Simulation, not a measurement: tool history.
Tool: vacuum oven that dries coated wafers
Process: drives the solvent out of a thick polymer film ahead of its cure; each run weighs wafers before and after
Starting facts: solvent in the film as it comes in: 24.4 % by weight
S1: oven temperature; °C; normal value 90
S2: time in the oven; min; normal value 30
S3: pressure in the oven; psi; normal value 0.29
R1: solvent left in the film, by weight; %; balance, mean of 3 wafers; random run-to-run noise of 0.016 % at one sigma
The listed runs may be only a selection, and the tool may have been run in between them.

{"run": 1, "hour": 0.0, "S1": 90, "S2": 30, "S3": 0.29, "R1": 1.2}
{"run": 2, "hour": 61.9, "S1": 90, "S2": 53, "S3": 0.29, "R1": 0.84}
{"run": 3, "hour": 131.7, "S1": 90, "S2": 53, "S3": 0.29, "R1": 0.81}
{"hour": 179.0, "done": "oven's thermocouples calibrated"}
{"run": 4, "hour": 246.9, "S1": 81, "S2": 53, "S3": 0.29, "R1": 1.66}
{"run": 5, "hour": 352.2, "S1": 90, "S2": 21, "S3": 0.29, "R1": 2.69}
{"run": 6, "hour": 442.4, "S1": 79, "S2": 21, "S3": 0.29, "R1": 6.16}
{"run": 7, "hour": 558.4, "S1": 90, "S2": 39, "S3": 0.29, "R1": 1.13}
{"run": 8, "hour": 651.3, "S1": 90, "S2": 39, "S3": 0.29, "R1": 1.1}
{"run": 9, "hour": 728.5, "S1": 90, "S2": 39, "S3": 0.29, "R1": 1.09}
{"hour": 761.7, "done": "vacuum gauge cleaned of residue and calibrated"}
{"run": 10, "hour": 823.0, "S1": 90, "S2": 39, "S3": 0.29, "R1": 0.97}
{"run": 11, "hour": 909.1, "S1": 90, "S2": 39, "S3": 0.29, "R1": 0.94}
{"run": 12, "hour": 965.9, "S1": 89, "S2": 30, "S3": 0.29, "R1": 1.47}
{"run": 13, "hour": 1062.4, "S1": 89, "S2": 30, "S3": 0.232, "R1": 1.3}
{"run": 14, "hour": 1143.7, "S1": 80, "S2": 30, "S3": 0.232, "R1": 3.15}
{"run": 15, "hour": 1208.6, "S1": 96, "S2": 16, "S3": 0.232, "R1": 1.99}
{"run": 16, "hour": 1316.3, "S1": 78, "S2": 18, "S3": 0.29, "R1": 7.02}
{"run": 17, "hour": 1420.5, "S1": 100, "S2": 51, "S3": 0.242, "R1": 0.46}
{"run": 18, "hour": 1506.6, "S1": 100, "S2": 51, "S3": 0.242, "R1": 0.46}
{"run": 19, "hour": 1619.8, "S1": 78, "S2": 53, "S3": 0.29, "R1": 1.75}
{"run": 20, "hour": 1738.7, "S1": 78, "S2": 53, "S3": 0.29, "R1": 1.77}
{"run": 21, "hour": 1828.7, "S1": 78, "S2": 36, "S3": 0.68, "R1": 4.29}
{"run": 22, "hour": 1897.5, "S1": 78, "S2": 50, "S3": 0.68, "R1": 3.35}
{"run": 23, "hour": 2017.6, "S1": 101, "S2": 50, "S3": 0.316, "R1": 0.57}
{"run": 24, "hour": 2123.3, "S1": 90, "S2": 45, "S3": 0.577, "R1": 1.53}
{"run": 25, "hour": 2224.9, "S1": 90, "S2": 45, "S3": 0.577, "R1": 1.54}
{"run": 26, "hour": 2296.9, "S1": 96, "S2": 22, "S3": 0.577, "R1": 1.63}

Each row is a separate what-if for the run after 26, all from the same tool condition, not one after another. Results?
{"run": "A", "hour": 2412.9, "S1": 96, "S2": 25, "S3": 0.577, "R1": "?"}
{"run": "B", "hour": 2412.9, "S1": 87, "S2": 53, "S3": 0.222, "R1": "?"}
{"run": "C", "hour": 2412.9, "S1": 90, "S2": 52, "S3": 0.432, "R1": "?"}

run=A R1=1.48
run=B R1=0.79
run=C R1=1.16
What these runs would have given with no unlogged condition in the tool:
run=A R1=1.75
run=B R1=0.82
run=C R1=1.22
